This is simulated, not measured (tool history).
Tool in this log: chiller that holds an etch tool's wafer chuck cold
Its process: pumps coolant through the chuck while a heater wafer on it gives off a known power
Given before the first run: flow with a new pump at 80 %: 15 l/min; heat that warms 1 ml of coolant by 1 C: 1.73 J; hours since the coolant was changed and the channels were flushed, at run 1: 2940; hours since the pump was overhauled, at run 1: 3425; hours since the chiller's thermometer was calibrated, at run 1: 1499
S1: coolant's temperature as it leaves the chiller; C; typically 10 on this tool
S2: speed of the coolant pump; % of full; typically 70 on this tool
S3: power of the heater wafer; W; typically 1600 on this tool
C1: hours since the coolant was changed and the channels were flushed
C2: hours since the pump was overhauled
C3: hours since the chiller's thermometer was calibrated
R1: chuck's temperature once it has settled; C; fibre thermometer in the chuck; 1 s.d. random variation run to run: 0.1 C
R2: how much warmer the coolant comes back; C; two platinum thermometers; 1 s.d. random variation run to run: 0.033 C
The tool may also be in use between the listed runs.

run,hour,S1,S2,S3,C1,C2,C3,R1,R2
1,0,10,70,1600,2940,3425,1499,22.4,4.61
2,108.2,10,70,1600,3048,3533,1607,22.5,4.62
3,197.1,10,70,1600,3137,3622,1696,22.7,4.61
4,305.8,10,70,1600,3246,3731,1804,22.7,4.66
5,416.1,10,70,1600,3356,3841,1915,23,4.65
6,502,10,70,1600,3442,3927,2001,22.8,4.65
7,557.6,10,70,1600,3498,3982,2056,23,4.63
8,657,10,70,1600,3597,4082,2156,23,4.58
9,724.8,10,70,1600,3665,4150,2223,22.9,4.67
10,793,10,70,1600,3733,4218,2291,23,4.66
11,891.3,10,70,1600,3831,4316,2390,23.1,4.65
12,955.3,10,70,1600,3895,4380,2454,23.3,4.72
13,1067,10,70,1600,4007,4492,2566,23.2,4.71
14,1168.7,13,70,1600,4109,4594,2667,26.2,4.63
15,1222,10,70,1600,4162,4647,2721,23.4,4.7
# hour 1266.7: coolant changed, channels flushed
16,1326.5,10,70,1600,60,4745,2819,22.1,4.7
17,1439.9,10,70,1600,173,4859,2932,22.3,4.71
18,1519.5,10,70,1952,253,4938,3012,25,5.86
19,1602,10,82,1324,335,5021,3094,19.5,3.38
20,1707.9,12,70,1160,441,5127,3200,21.1,3.45
21,1797.4,12,70,1160,531,5216,3290,21.2,3.49
# hour 1813.2: coolant pump overhauled
22,1862.2,12,70,1160,590,49,3350,21.7,3.75
23,1917.5,5,65,1930,646,104,3405,21.4,6.78
24,2018.7,5,65,1930,747,206,3506,21.5,6.81
25,2126.1,10,61,1600,854,313,3614,24.3,6.02
26,2236.5,10,61,1600,965,423,3724,24.3,6.04
27,2330.3,10,61,1600,1059,517,3818,24.4,6.11
28,2395.2,10,74,936,1123,582,3883,18,2.89
# hour 2422.5: coolant pump overhauled, once more
29,2475.5,8,65,1938,1199,53,3958,23,5.5
30,2550.6,18,93,2376,1274,128,4033,33.2,4.7
31,2658.5,10,95,1151,1382,236,4141,17.7,2.22
32,2730.7,10,95,1151,1454,308,4213,17.9,2.25

Each row is a separate what-if for the run after 32, all from the same tool condition, not one after another. Results?
A,2831,20,70,1137,1554,408,4313,?,?
B,2831,7,95,998,1554,408,4313,?,?
C,2831,6,66,1288,1554,408,4313,?,?

run,R1,R2
A,29,3.04
B,13.8,1.94
C,16.2,3.65
With no hidden state in the tool, these same runs would have given:
run,R1,R2
A,27.9,3.04
B,12.8,1.94
C,15.1,3.64

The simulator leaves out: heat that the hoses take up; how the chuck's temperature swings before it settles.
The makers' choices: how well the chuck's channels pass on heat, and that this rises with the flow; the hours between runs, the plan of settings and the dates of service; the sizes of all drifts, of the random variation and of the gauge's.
